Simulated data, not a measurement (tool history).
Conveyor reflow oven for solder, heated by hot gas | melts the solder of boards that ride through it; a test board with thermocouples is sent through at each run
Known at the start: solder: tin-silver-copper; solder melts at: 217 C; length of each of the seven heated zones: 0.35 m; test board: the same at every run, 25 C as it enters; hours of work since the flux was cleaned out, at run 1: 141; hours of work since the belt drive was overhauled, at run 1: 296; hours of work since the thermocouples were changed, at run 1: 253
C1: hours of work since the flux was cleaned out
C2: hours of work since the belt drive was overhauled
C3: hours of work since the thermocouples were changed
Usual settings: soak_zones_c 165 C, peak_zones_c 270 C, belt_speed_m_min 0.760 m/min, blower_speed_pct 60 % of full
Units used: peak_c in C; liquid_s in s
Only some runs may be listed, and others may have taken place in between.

{"run": 1, "hour": 0.0, "soak_zones_c": 165, "peak_zones_c": 270, "belt_speed_m_min": 0.76, "blower_speed_pct": 60, "C1": 141, "C2": 296, "C3": 253, "peak_c": 243.2, "liquid_s": 31.9}
{"run": 2, "hour": 11.4, "soak_zones_c": 165, "peak_zones_c": 270, "belt_speed_m_min": 0.76, "blower_speed_pct": 60, "C1": 148, "C2": 303, "C3": 260, "peak_c": 243.2, "liquid_s": 32.0}
{"run": 3, "hour": 21.0, "soak_zones_c": 165, "peak_zones_c": 270, "belt_speed_m_min": 0.76, "blower_speed_pct": 60, "C1": 154, "C2": 308, "C3": 266, "peak_c": 243.2, "liquid_s": 32.2}
{"run": 4, "hour": 33.4, "soak_zones_c": 165, "peak_zones_c": 270, "belt_speed_m_min": 0.76, "blower_speed_pct": 60, "C1": 161, "C2": 316, "C3": 273, "peak_c": 243.2, "liquid_s": 32.0}
{"run": 5, "hour": 46.0, "soak_zones_c": 165, "peak_zones_c": 270, "belt_speed_m_min": 0.708, "blower_speed_pct": 60, "C1": 169, "C2": 323, "C3": 281, "peak_c": 246.3, "liquid_s": 37.1}
{"run": 6, "hour": 58.2, "soak_zones_c": 165, "peak_zones_c": 270, "belt_speed_m_min": 0.708, "blower_speed_pct": 60, "C1": 176, "C2": 331, "C3": 288, "peak_c": 246.2, "liquid_s": 37.2}
{"run": 7, "hour": 67.5, "soak_zones_c": 165, "peak_zones_c": 270, "belt_speed_m_min": 0.708, "blower_speed_pct": 60, "C1": 182, "C2": 336, "C3": 293, "peak_c": 246.1, "liquid_s": 36.8}
{"run": 8, "hour": 78.0, "soak_zones_c": 165, "peak_zones_c": 270, "belt_speed_m_min": 0.708, "blower_speed_pct": 60, "C1": 188, "C2": 343, "C3": 300, "peak_c": 245.6, "liquid_s": 36.9}
{"hour": 83.6, "done": "flux residue cleaned out of gas plates and filters"}
{"run": 9, "hour": 97.6, "soak_zones_c": 152, "peak_zones_c": 278, "belt_speed_m_min": 0.709, "blower_speed_pct": 58, "C1": 8, "C2": 351, "C3": 309, "peak_c": 247.2, "liquid_s": 34.8}
{"run": 10, "hour": 109.7, "soak_zones_c": 152, "peak_zones_c": 278, "belt_speed_m_min": 0.709, "blower_speed_pct": 58, "C1": 16, "C2": 359, "C3": 316, "peak_c": 247.8, "liquid_s": 34.4}
{"run": 11, "hour": 123.1, "soak_zones_c": 157, "peak_zones_c": 279, "belt_speed_m_min": 0.709, "blower_speed_pct": 58, "C1": 24, "C2": 367, "C3": 324, "peak_c": 249.3, "liquid_s": 37.0}
{"run": 12, "hour": 137.1, "soak_zones_c": 163, "peak_zones_c": 270, "belt_speed_m_min": 0.676, "blower_speed_pct": 57, "C1": 32, "C2": 375, "C3": 332, "peak_c": 245.4, "liquid_s": 37.4}
{"run": 13, "hour": 148.7, "soak_zones_c": 165, "peak_zones_c": 270, "belt_speed_m_min": 0.76, "blower_speed_pct": 77, "C1": 39, "C2": 382, "C3": 339, "peak_c": 249.5, "liquid_s": 37.2}
{"run": 14, "hour": 160.6, "soak_zones_c": 169, "peak_zones_c": 263, "belt_speed_m_min": 0.681, "blower_speed_pct": 52, "C1": 46, "C2": 389, "C3": 346, "peak_c": 238.3, "liquid_s": 32.6}
{"hour": 168.5, "done": "flux residue cleaned out of gas plates and filters, once more"}
{"run": 15, "hour": 178.7, "soak_zones_c": 169, "peak_zones_c": 263, "belt_speed_m_min": 0.681, "blower_speed_pct": 70, "C1": 6, "C2": 397, "C3": 354, "peak_c": 248.0, "liquid_s": 42.8}

Consider 4 possible next runs. They are alternatives, not a sequence: every one starts from the tool as it was left by run 15. What does each give?
{"run": "A", "hour": 192.2, "soak_zones_c": 150, "peak_zones_c": 270, "belt_speed_m_min": 0.76, "blower_speed_pct": 57, "C1": 14, "C2": 405, "C3": 362, "peak_c": "?", "liquid_s": "?"}
{"run": "B", "hour": 192.2, "soak_zones_c": 161, "peak_zones_c": 263, "belt_speed_m_min": 0.774, "blower_speed_pct": 73, "C1": 14, "C2": 405, "C3": 362, "peak_c": "?", "liquid_s": "?"}
{"run": "C", "hour": 192.2, "soak_zones_c": 165, "peak_zones_c": 259, "belt_speed_m_min": 0.76, "blower_speed_pct": 60, "C1": 14, "C2": 405, "C3": 362, "peak_c": "?", "liquid_s": "?"}
{"run": "D", "hour": 192.2, "soak_zones_c": 153, "peak_zones_c": 278, "belt_speed_m_min": 0.76, "blower_speed_pct": 60, "C1": 14, "C2": 405, "C3": 362, "peak_c": "?", "liquid_s": "?"}

run=A peak_c=239.6 liquid_s=26.1
run=B peak_c=242.9 liquid_s=31.7
run=C peak_c=235.5 liquid_s=26.5
run=D peak_c=247.7 liquid_s=33.0
The same runs, with their run-to-run variation unchanged, on a tool lacking any hidden condition would have given:
run=A peak_c=239.1 liquid_s=25.4
run=B peak_c=242.6 liquid_s=31.1
run=C peak_c=235.1 liquid_s=25.8
run=D peak_c=247.2 liquid_s=32.4
